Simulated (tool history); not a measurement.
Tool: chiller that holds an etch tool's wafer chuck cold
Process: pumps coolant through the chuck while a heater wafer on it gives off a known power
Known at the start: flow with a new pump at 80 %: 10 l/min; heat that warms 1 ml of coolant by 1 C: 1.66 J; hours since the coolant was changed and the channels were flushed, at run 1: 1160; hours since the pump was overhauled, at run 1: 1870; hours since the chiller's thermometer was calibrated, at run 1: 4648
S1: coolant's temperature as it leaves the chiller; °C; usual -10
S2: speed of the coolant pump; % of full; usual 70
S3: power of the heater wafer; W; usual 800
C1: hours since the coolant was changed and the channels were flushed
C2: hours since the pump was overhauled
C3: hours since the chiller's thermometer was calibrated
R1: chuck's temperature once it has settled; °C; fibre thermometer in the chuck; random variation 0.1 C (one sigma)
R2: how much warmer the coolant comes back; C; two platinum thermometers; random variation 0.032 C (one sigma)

| run | day | S1 | S2 | S3 | C1 | C2 | C3 | R1 | R2 |
|---|---|---|---|---|---|---|---|---|---|
| 1 | 0 | -10 | 70 | 800 | 1160 | 1870 | 4648 | -3.2 | 3.3 |
| 2 | 6.992 | -17 | 70 | 800 | 1328 | 2038 | 4816 | -10.1 | 3.34 |
| 3 | 15.292 | -17 | 70 | 800 | 1527 | 2237 | 5015 | -10.3 | 3.32 |
| 4 | 18.958 | -17 | 70 | 800 | 1615 | 2325 | 5103 | -10.2 | 3.32 |
| 5 | 24.308 | -17 | 70 | 800 | 1743 | 2454 | 5231 | -10.2 | 3.36 |
| 6 | 32.3 | -1 | 70 | 800 | 1935 | 2645 | 5423 | 5.9 | 3.4 |
| 7 | 36.442 | -1 | 70 | 800 | 2034 | 2745 | 5523 | 5.9 | 3.32 |
|  | 40.358 | chiller's thermometer calibrated |
| 8 | 41.054 | -2 | 70 | 800 | 2144 | 2854 | 17 | 4.5 | 3.35 |
| 9 | 49.108 | -10 | 70 | 1156 | 2337 | 3048 | 210 | -0.7 | 4.81 |
| 10 | 56.842 | -10 | 70 | 1156 | 2523 | 3233 | 396 | -0.5 | 4.89 |
| 11 | 62.633 | -10 | 70 | 800 | 2662 | 3372 | 535 | -3.2 | 3.37 |
|  | 63.242 | coolant pump overhauled |
| 12 | 71.504 | -10 | 70 | 800 | 2870 | 198 | 743 | -3.1 | 3.47 |
| 13 | 76.279 | -10 | 70 | 800 | 2984 | 313 | 857 | -3.1 | 3.42 |
| 14 | 81.942 | -10 | 70 | 800 | 3120 | 449 | 993 | -3.1 | 3.5 |
| 15 | 87.842 | -10 | 70 | 800 | 3262 | 590 | 1135 | -3.2 | 3.41 |
| 16 | 92.758 | -10 | 83 | 800 | 3380 | 708 | 1253 | -3.9 | 2.89 |
| 17 | 99.846 | -1 | 62 | 800 | 3550 | 878 | 1423 | 6.5 | 3.9 |
| 18 | 107.488 | -2 | 62 | 800 | 3733 | 1062 | 1606 | 5.6 | 3.87 |
|  | 112.567 | coolant pump overhauled, once more |
| 19 | 116.329 | -2 | 62 | 800 | 3941 | 90 | 1813 | 5.5 | 3.77 |
| 20 | 123.754 | -18 | 70 | 800 | 4119 | 268 | 1992 | -11 | 3.29 |
| 21 | 131.846 | -18 | 70 | 800 | 4313 | 463 | 2186 | -11.1 | 3.3 |
| 22 | 137.917 | -18 | 87 | 475 | 4459 | 608 | 2331 | -14.2 | 1.64 |
| 23 | 143.342 | -12 | 92 | 742 | 4589 | 739 | 2462 | -6.6 | 2.38 |

Forecast run 24:
| 24 | 150.146 | -12 | 92 | 742 | 4752 | 902 | 2625 | ? | ? |

{"run 24": {"R1": -6.3, "R2": 2.33}}
Without the tool's hidden state the same run would have given R1 -7.2 °C, R2 2.3 C.
